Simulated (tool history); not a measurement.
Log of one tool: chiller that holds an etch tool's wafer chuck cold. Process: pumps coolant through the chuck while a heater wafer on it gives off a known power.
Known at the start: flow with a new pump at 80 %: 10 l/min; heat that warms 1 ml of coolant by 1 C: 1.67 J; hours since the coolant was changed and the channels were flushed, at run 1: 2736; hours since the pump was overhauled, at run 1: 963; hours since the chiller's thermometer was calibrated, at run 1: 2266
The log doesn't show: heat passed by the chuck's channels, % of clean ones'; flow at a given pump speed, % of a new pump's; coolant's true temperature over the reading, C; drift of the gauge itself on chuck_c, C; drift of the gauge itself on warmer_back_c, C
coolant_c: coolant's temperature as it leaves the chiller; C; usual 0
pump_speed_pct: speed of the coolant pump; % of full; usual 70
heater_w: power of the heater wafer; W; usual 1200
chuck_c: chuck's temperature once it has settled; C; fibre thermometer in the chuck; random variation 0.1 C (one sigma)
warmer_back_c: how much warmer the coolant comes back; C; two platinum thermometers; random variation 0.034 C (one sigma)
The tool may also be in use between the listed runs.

run,day,coolant_c,pump_speed_pct,heater_w,hours since the coolant was changed and the channels were flushed,hours since the pump was overhauled,hours since the chiller's thermometer was calibrated,chuck_c,warmer_back_c
1,0,0,70,1200,2736,963,2266,15,5.16
2,1.417,0,70,1200,2770,997,2300,14.9,5.14
3,2.958,0,70,1200,2807,1034,2337,15.1,5.14
4,4.204,0,70,1200,2837,1064,2367,15,5.2
5,5.412,0,70,1200,2866,1093,2396,15,5.17
6,7.05,0,70,1200,2905,1132,2436,15.1,5.16
7,8.075,0,70,1200,2929,1157,2460,15.1,5.16
8,9.242,0,70,1200,2957,1185,2488,15.3,5.16
9,10.712,0,70,1200,2993,1220,2523,15,5.18
10,11.975,0,71,1200,3023,1250,2554,15.2,5.14
11,13.833,0,70,1200,3068,1295,2598,15.3,5.21
12,15.642,0,92,1200,3111,1338,2642,13.1,3.8
13,17.308,-7,70,1200,3151,1378,2682,8.4,5.16
14,18.417,-7,70,1200,3178,1405,2708,8.4,5.2
15,20.05,-7,70,1200,3217,1444,2748,8.3,5.21
16,21.092,0,70,657,3242,1469,2773,8.5,2.89
17,22.404,4,70,657,3273,1501,2804,12.5,2.85
# day 22.758: coolant pump overhauled
18,23.892,0,70,1710,3304,27,2835,22.2,7.47
19,25.104,0,70,1710,3333,56,2864,22,7.5
20,26.808,5,70,1000,3374,97,2905,18,4.35
21,28.638,-2,94,777,3418,141,2949,6.6,2.43
22,30.317,-5,90,1656,3458,181,2989,13.6,5.48
23,31.429,6,73,706,3485,208,3016,15,2.99
# day 32.038: coolant pump overhauled, once more
24,33.133,6,73,706,3521,26,3052,14.8,2.78
25,34.867,-2,96,1634,3562,68,3093,15.3,4.79
26,36.488,-2,62,769,3601,107,3132,8.5,3.6
27,37.667,8,70,1200,3630,135,3160,23.2,4.93

Run 28 comes next. What will it give?
28,39.162,8,70,1200,3666,171,3196,?,?

chuck_c: 23.2 C
warmer_back_c: 5.07 C
Without the tool's hidden state the same run would have given chuck_c 21.3 C, warmer_back_c 5.07 C.
